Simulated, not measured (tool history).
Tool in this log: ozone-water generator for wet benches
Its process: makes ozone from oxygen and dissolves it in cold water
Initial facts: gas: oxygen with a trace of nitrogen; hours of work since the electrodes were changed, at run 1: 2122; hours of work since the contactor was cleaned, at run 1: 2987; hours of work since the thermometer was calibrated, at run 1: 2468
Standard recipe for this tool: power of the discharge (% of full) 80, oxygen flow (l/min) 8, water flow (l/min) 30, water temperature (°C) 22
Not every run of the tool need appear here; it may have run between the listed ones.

run,day,power of the discharge (% of full),oxygen flow (l/min),water flow (l/min),water temperature (°C),hours of work since the electrodes were changed,hours of work since the contactor was cleaned,hours of work since the thermometer was calibrated,dissolved ozone (ppm),ozone in the gas ahead of the water (g/m3)
1,0,80,8,30,22,2122,2987,2468,33,280.5
2,2.508,80,9.13,30,22,2175,3040,2521,33.1,269.8
3,5.088,80,9.13,30,22,2230,3095,2576,32.8,268.4
4,7.667,80,8,30,22,2284,3149,2630,32.8,282.5
5,9.271,75,8,30,22,2318,3183,2664,31.3,272.4
6,10.721,40,8,30,22,2349,3214,2695,21.6,186.9
7,13.658,40,8,30,22,2412,3276,2758,21.4,184.3
8,16.483,40,8,30,22,2472,3336,2818,21.6,185.7
9,18.175,80,8,30,22,2507,3372,2853,32.8,281.5
10,20.892,80,8,45,22,2565,3430,2911,23.7,280.1
# day 22.217: contactor cleaned
11,22.696,80,8,45,22,2600,10,2946,23.4,278.9
12,24.758,59,8,30,22,2644,54,2990,27.2,234
13,26.992,59,8,30,22,2691,101,3037,26.6,230.9
# day 29.475: contactor cleaned, once more
14,29.879,59,8,30,18,2749,9,3095,28.5,232.6
15,32.592,45,8,30,18,2806,66,3152,24.7,196.7
16,33.829,80,8,30,21,2833,92,3179,33,278.3
17,35.429,45,8,31,22,2866,126,3212,22.7,198.6
18,38.308,80,5.97,30,22,2928,187,3274,31.2,318.9
19,40.983,85,12.94,42,26,2984,244,3330,25.6,234.5
20,42.458,54,8,43,22,3016,276,3362,19.6,218.7
21,44.071,68,7.82,47,25,3050,310,3396,20,249.7
22,45.404,68,5.5,37,25,3078,338,3424,22.7,295.1
23,47.992,41,8,31,22,3133,393,3479,21.5,185.3
24,50.696,80,8,24,22,3190,450,3536,37.4,274.5
25,52.583,98,4.42,30,28,3231,490,3576,30.3,394.7
26,53.9,80,8,24,26,3258,518,3604,34.6,275.1

Branching from run 26: 5 alternative next runs. What would each branch give?
# day 56.312: water thermometer calibrated
A,56.7,57,8,23,19,3317,577,8,?,?
# day 56.312: water thermometer calibrated
B,56.7,66,8,35,25,3317,577,8,?,?
# day 56.312: water thermometer calibrated
C,56.7,80,8,30,15,3317,577,8,?,?
# day 56.312: water thermometer calibrated
D,56.7,80,8,24,25,3317,577,8,?,?
# day 56.312: water thermometer calibrated
E,56.7,56,8,31,22,3317,577,8,?,?

run,dissolved ozone (ppm),ozone in the gas ahead of the water (g/m3)
A,32.9,225
B,24.2,246.3
C,35.6,273.5
D,35.3,274
E,25.4,222.3
What these runs would have given with no unlogged condition in the tool:
run,dissolved ozone (ppm),ozone in the gas ahead of the water (g/m3)
A,35.7,243.3
B,26.6,268.4
C,39.5,301.3
D,39.1,301.9
E,27.6,240.1
